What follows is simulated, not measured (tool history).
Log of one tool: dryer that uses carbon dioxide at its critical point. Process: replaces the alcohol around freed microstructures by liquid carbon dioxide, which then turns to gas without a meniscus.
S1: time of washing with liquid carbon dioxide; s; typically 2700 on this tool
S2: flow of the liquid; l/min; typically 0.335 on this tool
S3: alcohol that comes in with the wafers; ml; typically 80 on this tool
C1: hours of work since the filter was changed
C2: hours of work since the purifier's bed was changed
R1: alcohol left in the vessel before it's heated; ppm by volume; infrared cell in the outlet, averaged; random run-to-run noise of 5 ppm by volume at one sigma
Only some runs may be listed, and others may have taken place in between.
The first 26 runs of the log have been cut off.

run,hour,S1,S2,S3,C1,C2,R1
27,366.0,2640,0.299,111,219,567,327
28,383.9,1920,0.238,28,233,581,686
29,396.0,1860,0.202,100,242,590,3831
30,411.5,1860,0.395,80,253,601,320
31,421.5,1860,0.395,80,261,609,336
32,429.7,1860,0.395,80,267,615,328
33,445.8,1860,0.395,80,279,627,353
34,460.7,2580,0.293,80,290,638,349
35,475.8,2580,0.293,80,301,649,370
36,488.0,1860,0.559,80,310,658,183
37,497.6,1860,0.559,80,317,665,174
# hour 504.8: inlet filter changed
38,514.5,3180,0.370,40,7,677,171
39,531.1,3180,0.370,40,20,689,164
40,549.4,3180,0.370,40,33,703,176
41,558.4,1680,0.335,80,40,710,634
42,569.0,2460,0.335,80,48,718,247
43,585.2,3900,0.251,80,60,730,208
44,596.8,2220,0.509,80,68,738,180
45,614.8,3420,0.520,80,82,752,186

Branching from run 45: 3 alternative next runs. What would each branch give?
A,630.0,2700,0.390,80,93,763,?
B,630.0,2700,0.534,80,93,763,?
C,630.0,2280,0.520,32,93,763,?

run,R1
A,199
B,188
C,197
What these runs would have given with no unlogged condition in the tool:
run,R1
A,15
B,6
C,11
